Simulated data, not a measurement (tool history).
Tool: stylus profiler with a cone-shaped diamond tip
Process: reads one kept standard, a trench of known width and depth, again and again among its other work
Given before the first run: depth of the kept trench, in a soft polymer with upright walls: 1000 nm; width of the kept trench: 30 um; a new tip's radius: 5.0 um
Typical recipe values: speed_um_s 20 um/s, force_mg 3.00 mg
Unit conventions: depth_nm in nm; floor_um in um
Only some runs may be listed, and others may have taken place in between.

run,day,speed_um_s,force_mg,depth_nm,floor_um
1,0.000,20,3.00,1009.66,23.92
2,2.850,20,3.00,1009.39,23.88
3,6.100,20,3.00,1009.75,23.80
4,10.858,20,3.00,1010.14,23.80
5,14.054,20,3.00,1009.89,23.69
6,19.504,20,3.00,1010.11,23.68
7,24.988,20,4.91,1013.87,23.64
8,28.829,20,3.00,1010.76,23.54
9,32.367,20,3.00,1010.60,23.52
10,37.854,20,3.00,1011.11,23.47
11,42.188,20,3.02,1011.44,23.41
12,45.192,20,3.02,1011.05,23.36
13,49.550,39,1.20,1007.02,23.19
14,52.846,39,1.20,1007.82,23.14
# day 55.029: height scale calibrated on a step standard
15,55.262,6,1.02,1004.85,23.34
16,57.979,13,2.77,1009.00,23.21
17,62.842,13,2.77,1009.83,23.16
18,66.408,14,6.44,1016.17,23.15
19,71.533,14,6.44,1016.46,23.13
20,76.967,6,3.00,1010.06,23.05
21,80.767,6,3.00,1010.17,22.99

Some steps in depth_nm between neighbouring runs. How much of each would the tool show without its hidden state too (settings, what came in, random variation), and how much is left for the hidden state, with any gauge scatter that isn't in both results?
The tool's hidden condition here consists of: radius of the tip, um; height scale over the true one, %; drift of the gauge itself on depth_nm, %; drift of the gauge itself on floor_um, %.
Run 5 -> 6: no setting touched and nothing written in the log between the runs. depth_nm +0.22 nm: hidden state +0.22, all else +0.00.
Run 14 -> 15: speed_um_s 39 -> 6, force_mg 1.20 -> 1.02, height scale calibrated on a step standard. depth_nm -2.97 nm: hidden state -2.21, all else -0.76.
Run 17 -> 18: speed_um_s 13 -> 14, force_mg 2.77 -> 6.44. depth_nm +6.34 nm: hidden state +0.16, all else +6.18.
Run 19 -> 20: speed_um_s 14 -> 6, force_mg 6.44 -> 3.00. depth_nm -6.40 nm: hidden state +0.19, all else -6.59.
